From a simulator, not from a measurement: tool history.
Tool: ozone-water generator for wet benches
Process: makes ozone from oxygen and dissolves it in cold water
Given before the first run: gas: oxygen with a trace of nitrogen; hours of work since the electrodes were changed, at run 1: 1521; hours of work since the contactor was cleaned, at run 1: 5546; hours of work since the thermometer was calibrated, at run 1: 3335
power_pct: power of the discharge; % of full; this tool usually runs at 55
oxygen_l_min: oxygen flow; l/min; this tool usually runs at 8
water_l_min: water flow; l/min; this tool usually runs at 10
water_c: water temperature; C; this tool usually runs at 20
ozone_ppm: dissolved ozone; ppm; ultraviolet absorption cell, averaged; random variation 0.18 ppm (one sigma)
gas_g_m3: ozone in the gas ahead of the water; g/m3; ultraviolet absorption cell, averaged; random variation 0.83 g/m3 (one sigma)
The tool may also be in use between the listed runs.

| run | day | power_pct | oxygen_l_min | water_l_min | water_c | hours of work since the electrodes were changed | hours of work since the contactor was cleaned | hours of work since the thermometer was calibrated | ozone_ppm | gas_g_m3 |
|---|---|---|---|---|---|---|---|---|---|---|
| 1 | 0 | 55 | 8 | 10 | 20 | 1521 | 5546 | 3335 | 23 | 129.6 |
| 2 | 2.162 | 55 | 8 | 10 | 22 | 1554 | 5579 | 3368 | 21.4 | 129.5 |
| 3 | 3.996 | 55 | 8 | 10 | 22 | 1582 | 5606 | 3396 | 21.4 | 128.9 |
| 4 | 6.329 | 55 | 8 | 10 | 22 | 1617 | 5642 | 3432 | 21.5 | 127.5 |
| 5 | 8.317 | 55 | 8 | 10 | 22 | 1647 | 5672 | 3462 | 21.8 | 128.7 |
| 6 | 11.171 | 55 | 8 | 10 | 22 | 1691 | 5715 | 3505 | 21.4 | 128.7 |
| 7 | 14.133 | 55 | 8 | 10 | 22 | 1736 | 5760 | 3550 | 21.6 | 127.1 |
| 8 | 15.762 | 79 | 8 | 10 | 20 | 1761 | 5785 | 3575 | 27 | 155.2 |
| 9 | 17.629 | 79 | 8 | 10 | 20 | 1789 | 5814 | 3603 | 27.2 | 155.2 |
| 10 | 20.217 | 79 | 8 | 10 | 20 | 1828 | 5853 | 3643 | 27.3 | 153.9 |
| 11 | 22.112 | 55 | 8 | 10 | 20 | 1857 | 5882 | 3671 | 22.4 | 127.8 |
| 12 | 24.862 | 55 | 8 | 10 | 20 | 1899 | 5923 | 3713 | 22.2 | 129.3 |
| 13 | 27.058 | 55 | 8 | 10 | 20 | 1932 | 5957 | 3746 | 22.5 | 127.7 |
| 14 | 30.021 | 55 | 8 | 10 | 15 | 1977 | 6002 | 3791 | 25 | 128.4 |
| 15 | 32.812 | 43 | 8 | 10 | 20 | 2020 | 6044 | 3834 | 19.7 | 113 |
| 16 | 34.4 | 43 | 8 | 10 | 20 | 2044 | 6068 | 3858 | 19.6 | 113.5 |
| 17 | 36.446 | 55 | 8 | 7 | 22 | 2075 | 6099 | 3889 | 24.3 | 127.9 |
| 18 | 39.583 | 55 | 8.94 | 10 | 20 | 2122 | 6147 | 3937 | 21.7 | 120.1 |
|  | 39.888 | contactor cleaned |
|  | 41.625 | water thermometer calibrated |
| 19 | 41.696 | 67 | 7.04 | 7 | 23 | 2152 | 27 | 1 | 28.3 | 153.6 |
| 20 | 43.683 | 67 | 7.04 | 12 | 23 | 2182 | 57 | 31 | 22.1 | 154.3 |
| 21 | 46.021 | 67 | 7.04 | 9 | 18 | 2217 | 93 | 67 | 28 | 151.8 |
| 22 | 47.908 | 55 | 8 | 6 | 20 | 2246 | 122 | 95 | 27.2 | 127.8 |
| 23 | 50.238 | 55 | 8 | 10 | 13 | 2281 | 157 | 131 | 26.3 | 128.2 |
|  | 51.879 | contactor cleaned, once more |
| 24 | 53.258 | 55 | 8 | 10 | 13 | 2325 | 21 | 174 | 27.6 | 128.7 |
| 25 | 54.979 | 58 | 6.63 | 10 | 13 | 2351 | 47 | 200 | 29.9 | 146.9 |

Measured less the same run without the tool's hidden state. The same run-to-run variation is in both; the gauge's scatter may not be:
What the log doesn't record here: yield of the discharge, % of new electrodes'; contactor's efficiency, % of a clean one's; true water temperature over the reading, C; drift of the gauge itself on ozone_ppm, %; drift of the gauge itself on gas_g_m3, %.
| run | ozone_ppm | gas_g_m3 |
|---|---|---|
| 1 | -1.8 | -3 |
| 2 | -1.7 | -3.1 |
| 3 | -1.7 | -3.2 |
| 4 | -1.8 | -3.2 |
| 5 | -1.7 | -3.2 |
| 6 | -1.7 | -3.4 |
| 7 | -1.8 | -3.4 |
| 8 | -2.4 | -5.1 |
| 9 | -2.5 | -5.1 |
| 10 | -2.5 | -5.2 |
| 11 | -1.9 | -3.6 |
| 12 | -1.9 | -3.7 |
| 13 | -2 | -3.8 |
| 14 | -2.2 | -3.9 |
| 15 | -1.7 | -3 |
| 16 | -1.7 | -2.9 |
| 17 | -2 | -4 |
| 18 | -2 | -3.8 |
| 19 | -2.4 | -5.5 |
| 20 | -2.4 | -5.7 |
| 21 | -2.7 | -5.6 |
| 22 | -2.2 | -4.3 |
| 23 | -2.5 | -4.4 |
| 24 | -1 | -4.4 |
| 25 | -1.1 | -5.4 |

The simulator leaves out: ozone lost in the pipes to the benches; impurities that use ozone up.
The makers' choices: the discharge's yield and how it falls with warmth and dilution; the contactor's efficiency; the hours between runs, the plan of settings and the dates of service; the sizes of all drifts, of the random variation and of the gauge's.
